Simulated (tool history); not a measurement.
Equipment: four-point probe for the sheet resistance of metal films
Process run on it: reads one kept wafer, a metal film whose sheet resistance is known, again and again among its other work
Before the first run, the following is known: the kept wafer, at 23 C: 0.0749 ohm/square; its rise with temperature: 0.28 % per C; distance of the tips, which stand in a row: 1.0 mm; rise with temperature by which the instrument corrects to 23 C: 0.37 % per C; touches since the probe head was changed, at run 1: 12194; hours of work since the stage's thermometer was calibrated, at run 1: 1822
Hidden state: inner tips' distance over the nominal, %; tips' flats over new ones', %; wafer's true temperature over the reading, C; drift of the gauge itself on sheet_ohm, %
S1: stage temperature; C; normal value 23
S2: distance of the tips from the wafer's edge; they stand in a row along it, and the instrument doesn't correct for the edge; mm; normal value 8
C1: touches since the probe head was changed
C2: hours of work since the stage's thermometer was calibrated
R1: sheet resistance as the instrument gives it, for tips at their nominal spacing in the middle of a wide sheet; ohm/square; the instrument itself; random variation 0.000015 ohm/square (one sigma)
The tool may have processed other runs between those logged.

run    hour  S1  S2     C1    C2        R1
  1       0  23   8  12194  1822   0.07603
  2    49.8  23   8  13353  1859  0.076047
  3    95.3  23   8  14413  1893  0.076035
  4   120.9  23   8  15007  1912  0.076046
  5   154.9  23   8  15800  1937  0.076053
  6   202.3  23   8  16904  1973  0.076029
  7     227  23  65  17478  1991  0.075444
  8   275.5  23  65  18606  2027  0.075458
  9   299.2  23   8  19159  2044  0.076059
 10   351.7  23   8  20381  2083   0.07611
 11   399.5  23   9  21494  2119  0.075953
 12   454.1  23   9  22765  2159  0.075958
 13   497.9  25   8  23784  2192  0.075971
 14   544.9  25   8  24877  2227  0.075978
 15   579.5  25   8  25683  2252  0.075986
 16   609.2  23  33  26374  2274  0.075532
 17   666.4  23  33  27707  2317  0.075531
 18   720.8  23  33  28972  2357  0.075556
 19     772  23  33  30165  2395  0.075524
 20   828.9  25   4  31490  2437  0.077809
 21   856.6  25   4  32134  2458  0.077869
 22   895.5  33  32  33038  2487  0.074894
 23   947.8  33   8  34257  2525  0.075485
        973  -- stage's thermometer calibrated
 24     973  22   8  34832     0  0.076306
 25  1007.9  27  30  35645    26  0.075349
 26  1060.7  27  26  36873    65  0.075369
 27  1115.3  27  26  38145   106  0.075378
 28  1170.2  23   7  39422   146  0.076455
       1174  -- stage's thermometer calibrated, once more
 29  1202.2  25   8  40156    21  0.075891
 30  1240.8  19  13  41055    50   0.07592
 31  1292.2  31  48  42250    88  0.074843
 32  1315.6  23   8  42795   105   0.07602
 33  1356.3  23   8  43743   135  0.076052
 34  1411.7  21  15  45032   176  0.075729
 35  1458.2  19  47  46115   211   0.07574

Entry by entry between the runs, the difference in hidden state between the last listed run before and the first listed run after:
Logged between run 23 and run 24: stage's thermometer calibrated (hour 973)
  inner tips' distance over the nominal, %: 0.565 -> 0.568; wafer's true temperature over the reading, C: 0.88 -> 1.12
  difference, measured minus the result without the unlogged condition, R1: +0.000636 -> +0.000701 ohm/square
Logged between run 28 and run 29: stage's thermometer calibrated, once more (hour 1174)
  inner tips' distance over the nominal, %: 0.593 -> 0.597; wafer's true temperature over the reading, C: 1.18 -> 0.03
  difference, measured minus the result without the unlogged condition, R1: +0.000733 -> +0.000492 ohm/square

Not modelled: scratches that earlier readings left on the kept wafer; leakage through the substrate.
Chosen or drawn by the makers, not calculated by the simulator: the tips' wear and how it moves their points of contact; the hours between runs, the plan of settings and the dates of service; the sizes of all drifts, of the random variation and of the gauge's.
